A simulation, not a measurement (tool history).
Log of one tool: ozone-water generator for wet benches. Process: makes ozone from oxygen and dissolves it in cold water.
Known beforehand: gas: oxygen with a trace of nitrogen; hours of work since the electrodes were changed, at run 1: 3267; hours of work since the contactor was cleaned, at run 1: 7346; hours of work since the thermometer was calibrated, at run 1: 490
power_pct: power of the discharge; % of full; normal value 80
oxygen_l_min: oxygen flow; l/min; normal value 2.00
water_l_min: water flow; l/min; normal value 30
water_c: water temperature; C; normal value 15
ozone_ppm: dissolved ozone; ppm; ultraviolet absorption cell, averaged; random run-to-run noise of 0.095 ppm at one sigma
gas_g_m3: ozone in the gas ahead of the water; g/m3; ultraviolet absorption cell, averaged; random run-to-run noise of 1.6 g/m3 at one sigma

run,hour,power_pct,oxygen_l_min,water_l_min,water_c,hours of work since the electrodes were changed,hours of work since the contactor was cleaned,hours of work since the thermometer was calibrated,ozone_ppm,gas_g_m3
1,0.0,80,2.00,30,15,3267,7346,490,10.18,295.2
2,91.3,80,2.00,30,15,3331,7410,554,10.18,296.4
3,147.9,80,2.00,30,15,3371,7450,593,10.21,295.4
4,264.6,80,2.00,30,20,3452,7531,675,9.97,298.9
5,339.8,80,2.00,30,20,3505,7584,727,9.97,297.6
6,453.5,80,2.00,30,20,3584,7663,807,9.74,294.3
7,544.0,80,2.00,30,20,3647,7726,870,9.90,295.5
8,640.6,80,2.00,30,13,3715,7794,938,10.33,295.4
9,730.8,68,2.00,30,13,3778,7857,1001,9.22,264.7
10,841.1,68,2.00,30,13,3855,7934,1078,9.41,263.1
11,905.9,68,2.00,30,13,3900,7979,1123,9.49,262.5
12,1025.0,87,2.00,30,15,3983,8063,1206,10.86,309.1
13,1097.7,80,1.15,30,15,4034,8113,1257,8.81,409.3
14,1174.0,80,1.15,30,15,4088,8167,1310,8.92,413.4
15,1284.6,80,1.15,30,15,4165,8244,1388,8.78,410.7
16,1361.0,80,1.15,30,15,4218,8297,1441,8.74,413.2
17,1463.4,99,1.45,30,15,4290,8369,1513,11.08,414.6
18,1531.5,99,1.45,30,15,4337,8416,1560,10.80,410.9
19,1629.9,71,1.00,25,15,4406,8485,1629,9.93,414.0
20,1705.4,71,1.00,25,15,4459,8538,1682,9.93,410.4
21,1772.7,77,1.06,39,21,4506,8585,1729,5.81,421.7
22,1871.3,77,1.06,39,21,4575,8654,1798,5.70,420.8
23,1950.5,45,2.00,40,10,4630,8709,1853,4.78,198.6
24,2036.6,45,2.00,40,10,4690,8769,1913,4.93,199.4
25,2113.1,49,2.00,30,15,4744,8823,1967,7.15,210.7

Run 26 is up next; what results do you expect?
26,2230.7,40,2.00,30,7,4826,8905,2049,?,?

{"run 26": {"ozone_ppm": 6.84, "gas_g_m3": 182.4}}
Without the tool's hidden state the same run would have given ozone_ppm 6.85 ppm, gas_g_m3 185.7 g/m3.

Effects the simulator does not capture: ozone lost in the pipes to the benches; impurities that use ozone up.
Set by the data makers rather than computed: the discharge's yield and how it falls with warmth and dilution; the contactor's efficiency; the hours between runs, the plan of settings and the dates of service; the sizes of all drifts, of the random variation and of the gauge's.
